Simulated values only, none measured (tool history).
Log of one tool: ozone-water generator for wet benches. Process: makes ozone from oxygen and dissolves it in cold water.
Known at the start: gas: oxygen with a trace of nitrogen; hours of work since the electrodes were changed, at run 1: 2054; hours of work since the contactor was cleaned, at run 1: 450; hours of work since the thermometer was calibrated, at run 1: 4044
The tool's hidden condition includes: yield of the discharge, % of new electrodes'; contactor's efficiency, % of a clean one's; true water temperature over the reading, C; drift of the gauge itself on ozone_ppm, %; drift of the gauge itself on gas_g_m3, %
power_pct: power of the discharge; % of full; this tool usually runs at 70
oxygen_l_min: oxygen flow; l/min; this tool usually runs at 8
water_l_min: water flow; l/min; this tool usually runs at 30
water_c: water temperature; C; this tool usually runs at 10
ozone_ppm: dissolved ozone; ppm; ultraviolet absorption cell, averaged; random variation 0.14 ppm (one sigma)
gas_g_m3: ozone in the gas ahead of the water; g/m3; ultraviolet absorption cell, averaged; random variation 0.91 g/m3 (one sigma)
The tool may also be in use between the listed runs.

run      day  power_pct  oxygen_l_min  water_l_min  water_c  hours of work since the electrodes were changed  hours of work since the contactor was cleaned  hours of work since the thermometer was calibrated  ozone_ppm  gas_g_m3
  1        0         70             8           30       10                                             2054                                            450                                                4044       14.3     138.2
  2    2.833         70             8           30       10                                             2112                                            508                                                4102       14.1     138.7
  3    4.954         70             8           30       10                                             2156                                            551                                                4145       14.2     136.3
  4    7.646         70             8           30        7                                             2211                                            606                                                4201       14.8     137.5
  5   10.508         70             8           30        7                                             2269                                            665                                                4259       14.5     137.2
  6    12.85         91             8           30       10                                             2317                                            713                                                4307       16.8     163.6
  7   14.962         70             8           30       10                                             2360                                            756                                                4350       14.3     137.8
  8   18.279         70             8           30       10                                             2428                                            824                                                4418       13.9     136.8
  9   21.058         70             8           30       10                                             2485                                            881                                                4475         14     136.3
 10   25.158         70             8           30       10                                             2569                                            965                                                4559         14     135.4
 11   28.612         70             8           30       10                                             2640                                           1035                                                4630       13.8     136.3
 12    30.55         70             8           30       10                                             2679                                           1075                                                4669       13.9     134.8
 13   33.421         70             8           30       10                                             2738                                           1134                                                4728       13.9     135.4
 14   36.821         70           6.1           30       10                                             2808                                           1203                                                4798       13.5       156
 15   40.704         70           6.1           30       10                                             2887                                           1283                                                4877       13.2     154.6
 16   43.429         70           6.1           30       10                                             2943                                           1339                                                4933       13.5     155.9
 17   46.975         70             8           32       17                                             3015                                           1411                                                5005       11.4     133.1
 18   50.679         56             8           23       10                                             3091                                           1487                                                5081       15.2     114.7
 19     55.2         73             8           23       10                                             3184                                           1579                                                5174       18.3     135.7
 20   59.629         73         10.59           37       10                                             3274                                           1670                                                5264       10.9     115.1
 21   63.142         43          6.83           30        8                                             3346                                           1742                                                5336        9.9     104.3
 22   66.654         40             8           28       10                                             3418                                           1814                                                5408       10.1      90.8
 23   69.992         53         13.86           34        6                                             3486                                           1882                                                5476       10.3      79.7
      71.908  -- water thermometer calibrated
 24   74.038         53         13.86           34        6                                             3569                                           1964                                                  44       10.3        80
 25   77.575         89             8           30       10                                             3641                                           2037                                                 116       15.3     148.8
 26   81.504         57          5.97           19       11                                             3722                                           2117                                                 196       17.8     133.9
 27   84.279         57          5.97           19       11                                             3778                                           2174                                                 253       17.6     131.5
 28   86.321         48         10.41           45        5                                             3820                                           2216                                                 295        7.1        88
 29   90.796         57          6.38           45        9                                             3912                                           2307                                                 386        6.9     126.7
 30   93.367         57          6.38           45        9                                             3964                                           2360                                                 439          7     126.3
 31   97.762        100          6.38           37        9                                             4054                                           2450                                                 529       12.6     178.7
 32  101.146         67          6.38           35        6                                             4123                                           2519                                                 598       10.5     138.8

Predict each of these 5 candidate next runs independently; none follows another, all start after run 32:
  A  104.217         77          6.38           35        6                                             4186                                           2582                                                 661          ?         ?
  B  104.217         67          6.38           33        9                                             4186                                           2582                                                 661          ?         ?
  C  104.217         45             8           23       17                                             4186                                           2582                                                 661          ?         ?
  D  104.217         87          6.38           29       12                                             4186                                           2582                                                 661          ?         ?
  E  104.217         67          6.12           47        6                                             4186                                           2582                                                 661          ?         ?

run  ozone_ppm  gas_g_m3
  A       11.5     150.6
  B         11     139.6
  C       11.5      96.9
  D       14.6     162.3
  E        7.2     141.9
With the hidden condition removed and each run's random variation left untouched, the same runs would have given:
run  ozone_ppm  gas_g_m3
  A       14.7     185.5
  B       13.8     168.8
  C       13.6     111.3
  D       18.8     203.2
  E        9.1     171.7

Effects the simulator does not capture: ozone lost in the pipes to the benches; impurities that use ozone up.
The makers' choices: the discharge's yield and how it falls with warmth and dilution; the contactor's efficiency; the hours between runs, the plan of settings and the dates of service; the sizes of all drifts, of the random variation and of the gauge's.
